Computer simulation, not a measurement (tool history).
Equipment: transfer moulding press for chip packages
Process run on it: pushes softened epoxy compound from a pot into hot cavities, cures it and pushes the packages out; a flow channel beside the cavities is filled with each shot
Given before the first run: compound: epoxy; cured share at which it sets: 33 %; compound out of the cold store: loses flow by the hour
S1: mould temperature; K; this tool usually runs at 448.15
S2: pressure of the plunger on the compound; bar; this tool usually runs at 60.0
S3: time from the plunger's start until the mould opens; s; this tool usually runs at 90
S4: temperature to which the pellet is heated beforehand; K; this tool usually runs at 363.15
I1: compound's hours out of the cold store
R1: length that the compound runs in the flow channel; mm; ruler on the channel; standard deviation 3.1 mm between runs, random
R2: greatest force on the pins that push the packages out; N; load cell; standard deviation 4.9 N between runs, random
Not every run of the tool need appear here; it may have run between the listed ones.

Run 1, day 0.000: usual settings; I1 32.0. Result: R1 505 mm, R2 268 N.
Run 2, day 0.925: usual settings; I1 17.1. Result: R1 549 mm, R2 332 N.
At day 1.212: cavities cleaned with cleaning compound and waxed.
Run 3, day 2.117: usual settings but S4 367.15 K; I1 36.9. Result: R1 490 mm, R2 295 N.
At day 2.771: cavities cleaned with cleaning compound and waxed.
Run 4, day 2.921: usual settings but S4 367.15 K; I1 20.8. Result: R1 530 mm, R2 274 N.
Run 5, day 3.933: usual settings but S4 367.15 K; I1 30.2. Result: R1 506 mm, R2 311 N.
At day 4.304: cavities cleaned with cleaning compound and waxed.
At day 4.479: mould's thermocouples calibrated.
Run 6, day 5.288: usual settings but S4 367.15 K; I1 17.6. Result: R1 539 mm, R2 354 N.
Run 7, day 5.846: usual settings; I1 10.5. Result: R1 558 mm, R2 379 N.
At day 5.996: cavities cleaned with cleaning compound and waxed.
At day 6.829: plunger's sealing rings changed.
Run 8, day 6.933: usual settings but S2 52.9 bar; I1 26.0. Result: R1 538 mm, R2 325 N.
At day 7.683: cavities cleaned with cleaning compound and waxed.
Run 9, day 7.746: usual settings but S2 52.9 bar; I1 16.3. Result: R1 563 mm, R2 296 N.
Run 10, day 8.567: usual settings; I1 21.1. Result: R1 578 mm, R2 334 N.
At day 9.258: cavities cleaned with cleaning compound and waxed.
Run 11, day 9.258: usual settings but S3 122 s; I1 39.5. Result: R1 528 mm, R2 196 N.
Run 12, day 10.112: usual settings but S3 122 s; I1 15.5. Result: R1 600 mm, R2 239 N.
At day 10.829: cavities cleaned with cleaning compound and waxed.
Run 13, day 11.425: usual settings but S1 455.15 K, S3 78 s; I1 28.2. Result: R1 538 mm, R2 285 N.
Run 14, day 12.154: usual settings but S1 446.15 K, S2 68.0 bar, S3 91 s, S4 370.15 K; I1 34.1. Result: R1 565 mm, R2 363 N.
At day 12.379: cavities cleaned with cleaning compound and waxed.
Run 15, day 13.062: usual settings but S1 446.15 K, S2 55.3 bar, S3 103 s, S4 370.15 K; I1 41.8. Result: R1 497 mm, R2 275 N.
At day 13.946: cavities cleaned with cleaning compound and waxed.
Run 16, day 14.196: usual settings but S1 446.15 K, S2 64.2 bar, S3 92 s, S4 365.15 K; I1 30.3. Result: R1 568 mm, R2 309 N.

For run 17, what comes out?
Run 17, day 14.871: usual settings but S1 446.15 K, S2 64.2 bar, S3 92 s, S4 365.15 K; I1 26.6. Result: R1 ?, R2 ?.

For run 17 the tool returned R1 572 mm, R2 358 N.
Take away the tool's hidden state, keep the run-to-run variation as it was, and the same run would have given R1 594 mm, R2 290 N.
